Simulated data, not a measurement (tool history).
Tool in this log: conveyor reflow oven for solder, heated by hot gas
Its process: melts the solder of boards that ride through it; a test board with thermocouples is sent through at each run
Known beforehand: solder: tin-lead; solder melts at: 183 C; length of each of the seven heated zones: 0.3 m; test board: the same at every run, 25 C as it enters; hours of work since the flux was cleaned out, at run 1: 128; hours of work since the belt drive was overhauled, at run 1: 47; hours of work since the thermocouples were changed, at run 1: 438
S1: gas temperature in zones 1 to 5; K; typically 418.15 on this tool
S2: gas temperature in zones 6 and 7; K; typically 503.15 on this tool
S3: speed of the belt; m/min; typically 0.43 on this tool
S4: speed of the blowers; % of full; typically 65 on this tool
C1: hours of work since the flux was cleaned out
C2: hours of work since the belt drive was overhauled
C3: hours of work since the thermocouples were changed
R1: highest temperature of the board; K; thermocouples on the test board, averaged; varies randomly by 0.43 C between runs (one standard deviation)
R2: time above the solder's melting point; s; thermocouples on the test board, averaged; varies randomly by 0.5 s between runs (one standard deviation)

Run 1, hour 0: usual settings; C1 128; C2 47; C3 438. Result: R1 490.65 K, R2 66.5 s.
Run 2, hour 43.7: usual settings; C1 159; C2 78; C3 469. Result: R1 489.85 K, R2 65.4 s.
Run 3, hour 94: usual settings; C1 195; C2 114; C3 504. Result: R1 489.05 K, R2 64.5 s.
Run 4, hour 124.2: usual settings; C1 217; C2 135; C3 526. Result: R1 489.35 K, R2 65.2 s.
Run 5, hour 158: usual settings; C1 241; C2 159; C3 550. Result: R1 489.45 K, R2 64.6 s.
Run 6, hour 198.7: usual settings; C1 269; C2 188; C3 579. Result: R1 489.45 K, R2 65.2 s.
Run 7, hour 247.5: usual settings; C1 304; C2 223; C3 613. Result: R1 488.85 K, R2 65.1 s.
Run 8, hour 284.8: usual settings; C1 331; C2 249; C3 640. Result: R1 488.95 K, R2 64.5 s.
Run 9, hour 307.6: usual settings but S3 0.459 m/min; C1 347; C2 265; C3 656. Result: R1 487.25 K, R2 57.9 s.
Run 10, hour 347.6: usual settings but S3 0.459 m/min; C1 375; C2 294; C3 684. Result: R1 486.35 K, R2 58.1 s.
Run 11, hour 384.8: usual settings but S2 515.15 K; C1 402; C2 320; C3 711. Result: R1 499.05 K, R2 72.3 s.
Run 12, hour 422.3: usual settings; C1 428; C2 347; C3 738. Result: R1 488.25 K, R2 64.3 s.
Run 13, hour 444.6: usual settings; C1 444; C2 363; C3 753. Result: R1 488.95 K, R2 64.4 s.
Run 14, hour 479.8: usual settings; C1 469; C2 388; C3 778. Result: R1 489.15 K, R2 64.1 s.
Run 15, hour 502.2: usual settings but S3 0.459 m/min; C1 485; C2 404; C3 794. Result: R1 486.55 K, R2 56.9 s.
At hour 530.8: flux residue cleaned out of gas plates and filters.
Run 16, hour 548.8: usual settings but S3 0.459 m/min; C1 13; C2 433; C3 824. Result: R1 490.75 K, R2 61.2 s.
Run 17, hour 571.3: usual settings but S1 432.15 K, S2 500.15 K, S4 76 % of full; C1 29; C2 449; C3 840. Result: R1 493.95 K, R2 76.5 s.
Run 18, hour 603: usual settings but S1 421.15 K, S2 504.15 K, S3 0.407 m/min, S4 59 % of full; C1 51; C2 472; C3 862. Result: R1 493.25 K, R2 73.7 s.
Run 19, hour 636.1: usual settings but S1 415.15 K, S2 496.15 K; C1 75; C2 495; C3 886. Result: R1 484.35 K, R2 61 s.
Run 20, hour 685.2: usual settings but S1 404.15 K, S3 0.351 m/min; C1 110; C2 530; C3 921. Result: R1 495.65 K, R2 81.1 s.
Run 21, hour 709.1: usual settings but S4 62 % of full; C1 127; C2 547; C3 938. Result: R1 490.75 K, R2 66.6 s.
Run 22, hour 758.3: usual settings but S1 405.15 K; C1 161; C2 582; C3 972. Result: R1 489.05 K, R2 60.7 s.
Run 23, hour 808.3: usual settings but S1 430.15 K, S2 495.15 K, S4 55 % of full; C1 197; C2 617; C3 1008. Result: R1 484.35 K, R2 65.8 s.
Run 24, hour 845.3: usual settings but S1 430.15 K, S2 495.15 K, S4 55 % of full; C1 223; C2 644; C3 1034. Result: R1 484.35 K, R2 65.8 s.
Run 25, hour 890.8: usual settings but S1 417.15 K, S3 0.483 m/min, S4 53 % of full; C1 256; C2 676; C3 1067. Result: R1 482.85 K, R2 50.6 s.
Run 26, hour 913.4: usual settings but S1 420.15 K, S2 517.15 K, S3 0.455 m/min, S4 75 % of full; C1 272; C2 692; C3 1083. Result: R1 504.35 K, R2 73.1 s.
Run 27, hour 935: usual settings but S1 420.15 K, S2 499.15 K, S3 0.445 m/min, S4 52 % of full; C1 287; C2 707; C3 1098. Result: R1 482.55 K, R2 56.6 s.
Run 28, hour 963.7: usual settings but S1 420.15 K, S2 499.15 K, S3 0.445 m/min, S4 52 % of full; C1 307; C2 728; C3 1118. Result: R1 482.55 K, R2 56.6 s.
Run 29, hour 1011.4: usual settings but S1 420.15 K, S2 499.15 K, S3 0.445 m/min, S4 52 % of full; C1 341; C2 762; C3 1152. Result: R1 483.15 K, R2 56.6 s.
Run 30, hour 1047.9: usual settings but S1 420.15 K, S2 499.15 K, S3 0.445 m/min, S4 52 % of full; C1 367; C2 787; C3 1178. Result: R1 482.65 K, R2 56.4 s.
Run 31, hour 1091.3: usual settings but S1 420.15 K, S2 499.15 K, S3 0.445 m/min, S4 52 % of full; C1 398; C2 818; C3 1209. Result: R1 482.85 K, R2 55.3 s.

Below are 4 alternative next runs, each starting from the tool's condition after run 31. Predict each:
Run A, hour 1120.5: usual settings but S1 411.15 K, S2 499.15 K, S3 0.445 m/min, S4 52 % of full; C1 419; C2 839; C3 1230. Result: R1 ?, R2 ?.
Run B, hour 1120.5: usual settings but S1 424.15 K, S3 0.462 m/min, S4 54 % of full; C1 419; C2 839; C3 1230. Result: R1 ?, R2 ?.
Run C, hour 1120.5: usual settings but S1 420.15 K, S2 501.15 K, S3 0.445 m/min, S4 52 % of full; C1 419; C2 839; C3 1230. Result: R1 ?, R2 ?.
Run D, hour 1120.5: usual settings but S1 413.15 K, S2 499.15 K, S3 0.445 m/min, S4 52 % of full; C1 419; C2 839; C3 1230. Result: R1 ?, R2 ?.

run      R1    R2
  A  480.55  50.4
  B  485.65  60.1
  C  483.95  58.5
  D  480.15  51.4
The same runs, with their run-to-run variation unchanged, on a tool lacking any hidden condition would have given:
run      R1    R2
  A  480.05  49.7
  B  485.15  59.3
  C  483.25  57.5
  D  479.65  50.7
